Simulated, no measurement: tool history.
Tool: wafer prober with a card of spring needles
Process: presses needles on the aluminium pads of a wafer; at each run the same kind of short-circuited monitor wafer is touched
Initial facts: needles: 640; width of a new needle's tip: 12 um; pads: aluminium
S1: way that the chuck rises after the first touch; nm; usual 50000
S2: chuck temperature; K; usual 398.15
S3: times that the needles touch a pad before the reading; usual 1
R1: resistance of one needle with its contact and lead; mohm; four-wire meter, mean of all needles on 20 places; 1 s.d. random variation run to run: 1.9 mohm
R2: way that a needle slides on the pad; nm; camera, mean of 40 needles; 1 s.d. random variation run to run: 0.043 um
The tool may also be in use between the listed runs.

run,day,S1,S2,S3,R1,R2
1,0.000,50000,398.15,1,354,10870
# day 0.258: tips cleaned on abrasive film
2,0.492,50000,398.15,1,298,10900
3,0.917,55000,398.15,1,333,11980
# day 1.088: tips cleaned on abrasive film
4,1.392,55000,398.15,1,296,12000
5,1.658,50000,398.15,1,355,10920
6,1.896,50000,312.15,1,375,10820
# day 1.933: tips cleaned on abrasive film
7,2.162,50000,312.15,1,290,10830
8,2.504,50000,312.15,1,355,10850
# day 2.771: tips cleaned on abrasive film
9,2.792,50000,312.15,1,207,10880
10,3.067,50000,312.15,1,309,10790
11,3.354,37000,306.15,1,498,7960
# day 3.596: tips cleaned on abrasive film
12,3.688,68000,350.15,3,198,14890
13,3.896,31000,398.15,2,383,6590
14,4.383,31000,316.15,1,663,6550
# day 4.425: tips cleaned on abrasive film
15,4.829,31000,332.15,3,320,6540
# day 5.254: tips cleaned on abrasive film
16,5.300,59000,371.15,1,219,12820
17,5.592,30000,398.15,3,326,6370
18,5.808,33000,398.15,3,330,6990
# day 6.104: tips cleaned on abrasive film
19,6.200,47000,322.15,3,211,10150

Branching from run 19: 4 alternative next runs. What would each branch give?
A,6.525,50000,321.15,3,?,?
B,6.525,46000,307.15,3,?,?
C,6.525,46000,313.15,1,?,?
D,6.525,63000,398.15,1,?,?

run,R1,R2
A,237,10740
B,247,9840
C,362,9910
D,285,13630
Stripped of hidden state, with their random variation kept, the same runs would have yielded:
run,R1,R2
A,180,11180
B,180,10280
C,180,10350
D,193,14070
